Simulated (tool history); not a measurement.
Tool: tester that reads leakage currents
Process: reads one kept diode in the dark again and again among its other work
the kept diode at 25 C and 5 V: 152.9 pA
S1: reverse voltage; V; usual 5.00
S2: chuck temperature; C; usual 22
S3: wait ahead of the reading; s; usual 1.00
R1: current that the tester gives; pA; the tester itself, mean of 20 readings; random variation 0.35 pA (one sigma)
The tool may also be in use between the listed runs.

run 1 hour=0.0 | S1=5.00 S2=22 S3=1.00 | R1=124.60
run 2 hour=113.2 | S1=5.00 S2=22 S3=1.00 | R1=126.94
run 3 hour=176.4 | S1=5.00 S2=22 S3=1.00 | R1=128.33
run 4 hour=259.7 | S1=5.00 S2=22 S3=1.00 | R1=130.34
run 5 hour=357.3 | S1=6.13 S2=22 S3=1.00 | R1=147.45
run 6 hour=455.2 | S1=6.13 S2=22 S3=1.00 | R1=149.73
run 7 hour=549.8 | S1=3.33 S2=22 S3=1.00 | R1=108.78
run 8 hour=628.8 | S1=5.52 S2=22 S3=1.00 | R1=144.51
run 9 hour=742.1 | S1=5.52 S2=22 S3=1.00 | R1=147.36
run 10 hour=848.4 | S1=5.52 S2=22 S3=1.00 | R1=150.36
run 11 hour=922.6 | S1=5.00 S2=22 S3=1.48 | R1=142.47
-- hour=973.3 probe card cleaned and baked
-- hour=1007.1 chuck's temperature calibrated
run 12 hour=1010.4 | S1=10.77 S2=22 S3=1.00 | R1=176.95
run 13 hour=1058.5 | S1=7.21 S2=22 S3=1.00 | R1=145.37
run 14 hour=1116.3 | S1=7.21 S2=22 S3=4.53 | R1=143.63
run 15 hour=1181.9 | S1=7.21 S2=22 S3=4.53 | R1=146.06
run 16 hour=1284.6 | S1=7.21 S2=22 S3=4.53 | R1=148.31
run 17 hour=1392.7 | S1=14.06 S2=22 S3=1.00 | R1=216.67
run 18 hour=1470.8 | S1=12.40 S2=22 S3=1.00 | R1=205.19
run 19 hour=1536.7 | S1=12.40 S2=22 S3=1.00 | R1=206.99
-- hour=1545.8 tester calibrated
run 20 hour=1652.1 | S1=3.70 S2=22 S3=1.00 | R1=113.56
run 21 hour=1708.6 | S1=1.24 S2=22 S3=1.00 | R1=65.29
run 22 hour=1805.6 | S1=1.24 S2=22 S3=1.00 | R1=66.22
run 23 hour=1893.0 | S1=6.26 S2=22 S3=0.31 | R1=159.97
run 24 hour=2006.5 | S1=1.25 S2=27 S3=1.00 | R1=108.71
-- hour=2016.5 chuck's temperature calibrated
run 25 hour=2110.2 | S1=3.02 S2=52 S3=1.00 | R1=1203.34
-- hour=2148.8 tester calibrated, once more
run 26 hour=2218.8 | S1=5.34 S2=36 S3=3.76 | R1=431.40
run 27 hour=2311.5 | S1=5.34 S2=36 S3=3.76 | R1=433.70
run 28 hour=2378.8 | S1=2.65 S2=45 S3=0.71 | R1=649.21
run 29 hour=2482.3 | S1=6.35 S2=45 S3=8.56 | R1=1023.06

Run 30 comes next. What will it give?
run 30 hour=2577.0 | S1=1.68 S2=32 S3=3.98 | R1=?

{"run 30": {"R1": 176.87}}
Without the tool's hidden state the same run would have given R1 166.45 pA.

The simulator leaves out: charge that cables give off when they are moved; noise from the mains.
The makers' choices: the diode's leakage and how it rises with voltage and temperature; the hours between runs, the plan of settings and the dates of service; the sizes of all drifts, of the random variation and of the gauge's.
